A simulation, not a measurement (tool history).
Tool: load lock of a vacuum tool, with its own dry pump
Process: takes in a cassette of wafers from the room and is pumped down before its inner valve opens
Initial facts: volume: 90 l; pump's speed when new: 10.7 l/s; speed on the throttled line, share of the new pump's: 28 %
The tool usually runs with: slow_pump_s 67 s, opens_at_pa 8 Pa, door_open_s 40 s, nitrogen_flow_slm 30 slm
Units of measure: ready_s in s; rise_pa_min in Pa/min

run	hour	slow_pump_s	opens_at_pa	door_open_s	nitrogen_flow_slm	incoming humidity of the room's air, %	ready_s	rise_pa_min
1	0	67	8	40	30	45.2	128.8	0.03
2	169.6	67	8	40	30	46.7	127.7	0.028
3	374.8	67	8	40	30	45.5	127.7	0.022
4	571.3	67	8	40	40	45.5	128.5	0.026
5	687.5	67	10	40	30	45.9	126.9	0.029
6	874.6	47	16	29	30	45	107	0.027
7	1000.3	47	16	29	30	42.5	108	0.022
8	1146.8	47	16	38	30	47.6	106.7	0.028
9	1237.2	67	8	40	33	43.7	127.6	0.026

Estimate the outcome of run 10 from the log above:
10	1388.6	67	8	40	33	46.6	?	?

For run 10 the tool returned ready_s 128.1 s, rise_pa_min 0.023 Pa/min.
If the tool had no hidden condition, the same run with the same run-to-run variation would have returned ready_s 128.1 s, rise_pa_min 0.023 Pa/min.
